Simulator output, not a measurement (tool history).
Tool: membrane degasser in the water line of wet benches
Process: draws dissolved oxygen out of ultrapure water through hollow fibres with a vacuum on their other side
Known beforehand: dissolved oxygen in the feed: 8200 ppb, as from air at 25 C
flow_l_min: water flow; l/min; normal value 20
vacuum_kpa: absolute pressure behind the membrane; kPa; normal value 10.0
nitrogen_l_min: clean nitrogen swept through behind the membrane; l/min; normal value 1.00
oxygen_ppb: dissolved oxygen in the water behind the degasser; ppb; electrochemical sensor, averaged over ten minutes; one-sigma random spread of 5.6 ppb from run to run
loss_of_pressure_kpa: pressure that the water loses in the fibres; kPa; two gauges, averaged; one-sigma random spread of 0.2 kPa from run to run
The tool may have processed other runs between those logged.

| run | day | flow_l_min | vacuum_kpa | nitrogen_l_min | oxygen_ppb | loss_of_pressure_kpa |
|---|---|---|---|---|---|---|
| 1 | 0.000 | 20 | 10.0 | 1.00 | 564.8 | 46.13 |
| 2 | 4.396 | 20 | 8.4 | 1.00 | 509.7 | 45.95 |
| 3 | 6.825 | 20 | 8.4 | 1.00 | 504.9 | 46.05 |
| 4 | 10.654 | 20 | 8.4 | 1.00 | 507.3 | 46.11 |
| 5 | 16.033 | 20 | 8.4 | 1.00 | 502.3 | 46.05 |
| 6 | 18.567 | 20 | 10.0 | 0.62 | 702.4 | 45.97 |
| 7 | 24.304 | 20 | 10.0 | 0.62 | 693.8 | 46.08 |
| 8 | 29.046 | 20 | 10.0 | 1.14 | 534.9 | 46.24 |
| 9 | 33.371 | 20 | 10.0 | 1.14 | 536.7 | 45.74 |
| 10 | 37.529 | 20 | 10.0 | 1.14 | 528.1 | 45.80 |
| 11 | 42.762 | 20 | 10.0 | 1.14 | 538.5 | 45.62 |
| 12 | 47.200 | 20 | 10.0 | 1.14 | 545.1 | 45.62 |
|  | 49.158 | seals of the vacuum lines changed |
| 13 | 52.575 | 20 | 10.0 | 1.14 | 531.5 | 45.28 |
| 14 | 58.408 | 20 | 10.0 | 1.00 | 566.8 | 45.57 |
| 15 | 61.683 | 20 | 21.0 | 1.00 | 993.3 | 45.92 |
| 16 | 66.879 | 20 | 21.0 | 1.00 | 961.9 | 45.77 |

Forecast run 17:
| 17 | 69.233 | 20 | 21.0 | 1.00 | ? | ? |

{"run 17": {"oxygen_ppb": 973.8, "loss_of_pressure_kpa": 45.48}}
Take away the tool's hidden state, keep the run-to-run variation as it was, and the same run would have given oxygen_ppb 973.2 ppb, loss_of_pressure_kpa 46.27 kPa.
